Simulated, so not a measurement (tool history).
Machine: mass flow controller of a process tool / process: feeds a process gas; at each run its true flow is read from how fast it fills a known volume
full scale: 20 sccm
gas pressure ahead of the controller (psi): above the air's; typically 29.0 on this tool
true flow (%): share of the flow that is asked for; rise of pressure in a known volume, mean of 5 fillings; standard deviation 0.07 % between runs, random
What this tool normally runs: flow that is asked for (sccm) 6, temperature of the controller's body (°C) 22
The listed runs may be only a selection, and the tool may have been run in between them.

run    hour  flow that is asked for (sccm)  gas pressure ahead of the controller (psi)  temperature of the controller's body (°C)  true flow (%)
  1     0.0                              6                                        29.0                                         22          98.62
  2    85.7                              6                                        29.0                                         22          98.68
  3   136.2                             10                                        29.0                                         22          99.16
  4   224.1                             10                                        29.0                                         38         100.75
  5   275.8                              6                                        29.0                                         36         100.22
  6   370.0                              6                                        29.0                                         36         100.33
  7   418.6                              6                                        29.0                                         36         100.25
  8   476.7                              6                                        29.0                                         22          98.82
  9   567.0                              6                                        29.0                                         22          98.80
 10   645.3                              6                                        29.0                                         22          99.01
 11   699.0                              6                                        27.4                                         22          98.96
 12   783.6                              6                                        32.3                                         22          98.80
 13   840.2                              3                                        32.3                                         22          98.75
 14   932.0                             15                                        29.0                                         22         100.06
 15  1016.7                             15                                        29.0                                         22         100.06
 16  1072.6                             15                                        29.0                                         31         101.04
 17  1139.6                             15                                        29.0                                         31         100.98
 18  1202.0                             15                                        29.0                                         31         101.02
 19  1289.9                             15                                        29.0                                         31         101.00
 20  1355.8                             15                                        29.0                                         31         101.06
 21  1430.7                              6                                        20.9                                         22          99.38
 22  1504.7                              6                                        38.6                                         22          98.86
 23  1587.7                              6                                        29.0                                         22          99.30
 24  1660.9                              6                                        29.0                                         22          99.33
 25  1699.5                              6                                        29.0                                         26          99.74
 26  1747.2                             11                                        31.0                                         26         100.14
 27  1810.7                              6                                        29.0                                         22          99.55
 28  1851.2                              2                                        35.0                                         22          99.31
 29  1933.9                              2                                        36.4                                         27          99.96
 30  1996.4                              6                                        37.4                                         22          99.32
 31  2045.6                              6                                        37.4                                         22          99.06
 32  2113.7                              6                                        37.4                                         22          99.11
 33  2203.9                              7                                        29.0                                         21          99.44
 34  2278.8                              6                                        31.3                                         25          99.83
 35  2342.2                              8                                        31.3                                         25          99.91
 36  2389.0                              8                                        31.3                                         25         100.11
 37  2467.4                              4                                        33.6                                         31         100.39
 38  2536.0                              4                                        33.6                                         31         100.31
 39  2605.2                             12                                        28.1                                         33         101.43
 40  2662.0                              6                                        23.1                                         22          99.89
 41  2709.7                              6                                        23.1                                         22         100.01
 42  2795.9                              6                                        23.1                                         22         100.06
 43  2838.8                              6                                        29.0                                         22          99.78
 44  2878.3                              6                                        29.0                                         22          99.87
 45  2923.1                              8                                        39.5                                         22          99.46
 46  2979.6                              8                                        39.5                                         22          99.56
 47  3062.7                              6                                        36.5                                         34         100.82
 48  3131.5                              6                                        36.5                                         34         100.88

4 options for the next run, each taken on its own from the tool as it stands now. Forecast them:
  A  3212.8                              6                                        22.9                                         30              ?
  B  3212.8                              6                                        29.6                                         34              ?
  C  3212.8                              6                                        31.0                                         22              ?
  D  3212.8                              2                                        36.5                                         34              ?

run  true flow (%)
  A         101.04
  B         101.27
  C          99.88
  D         101.42
Without the tool's unlogged condition, the same runs would have read:
run  true flow (%)
  A          98.93
  B          99.16
  C          97.77
  D          98.23
